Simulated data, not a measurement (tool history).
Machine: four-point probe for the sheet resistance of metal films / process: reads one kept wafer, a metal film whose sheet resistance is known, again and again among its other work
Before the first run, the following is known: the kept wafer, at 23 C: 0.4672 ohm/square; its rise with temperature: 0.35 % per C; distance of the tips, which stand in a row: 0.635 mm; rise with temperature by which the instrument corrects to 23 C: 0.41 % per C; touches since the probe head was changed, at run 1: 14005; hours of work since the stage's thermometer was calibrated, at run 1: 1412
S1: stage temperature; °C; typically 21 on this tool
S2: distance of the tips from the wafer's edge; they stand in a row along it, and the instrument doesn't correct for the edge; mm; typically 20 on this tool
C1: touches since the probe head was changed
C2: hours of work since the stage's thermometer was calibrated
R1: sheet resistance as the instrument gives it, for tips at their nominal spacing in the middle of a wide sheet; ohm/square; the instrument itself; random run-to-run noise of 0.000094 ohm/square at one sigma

run 1 hour=0.0 | S1=21 S2=20 | C1=14005 C2=1412 | R1=0.468051
run 2 hour=41.0 | S1=21 S2=20 | C1=15154 C2=1431 | R1=0.467765
run 3 hour=76.3 | S1=21 S2=5 | C1=16145 C2=1447 | R1=0.471725
run 4 hour=114.1 | S1=21 S2=20 | C1=17205 C2=1464 | R1=0.468207
run 5 hour=191.3 | S1=21 S2=20 | C1=19370 C2=1500 | R1=0.468001
-- hour=196.5 stage's thermometer calibrated
run 6 hour=239.3 | S1=21 S2=20 | C1=20702 C2=20 | R1=0.468105
run 7 hour=279.1 | S1=21 S2=20 | C1=21818 C2=38 | R1=0.468173
run 8 hour=316.5 | S1=26 S2=20 | C1=22866 C2=56 | R1=0.466421
run 9 hour=376.0 | S1=19 S2=57 | C1=24534 C2=83 | R1=0.468177
run 10 hour=423.4 | S1=19 S2=55 | C1=25863 C2=105 | R1=0.468450
run 11 hour=483.5 | S1=31 S2=59 | C1=27549 C2=133 | R1=0.464825
run 12 hour=547.1 | S1=26 S2=34 | C1=29332 C2=163 | R1=0.466508
run 13 hour=590.6 | S1=26 S2=34 | C1=30554 C2=183 | R1=0.466432
run 14 hour=663.6 | S1=35 S2=3 | C1=32598 C2=217 | R1=0.474925
run 15 hour=734.2 | S1=35 S2=3 | C1=34578 C2=249 | R1=0.474665
run 16 hour=806.1 | S1=20 S2=17 | C1=36594 C2=283 | R1=0.468399

Forecast each of these 5 alternatives for the next run:
run A hour=842.8 | S1=18 S2=20 | C1=37624 C2=300 | R1=?
run B hour=842.8 | S1=19 S2=17 | C1=37624 C2=300 | R1=?
run C hour=842.8 | S1=19 S2=5 | C1=37624 C2=300 | R1=?
run D hour=842.8 | S1=27 S2=7 | C1=37624 C2=300 | R1=?
run E hour=842.8 | S1=20 S2=56 | C1=37624 C2=300 | R1=?

run=A R1=0.469186
run=B R1=0.468711
run=C R1=0.472239
run=D R1=0.467925
run=E R1=0.468254
The same runs, with their run-to-run variation unchanged, on a tool lacking any hidden condition would have given:
run=A R1=0.469184
run=B R1=0.468709
run=C R1=0.472237
run=D R1=0.467923
run=E R1=0.468252
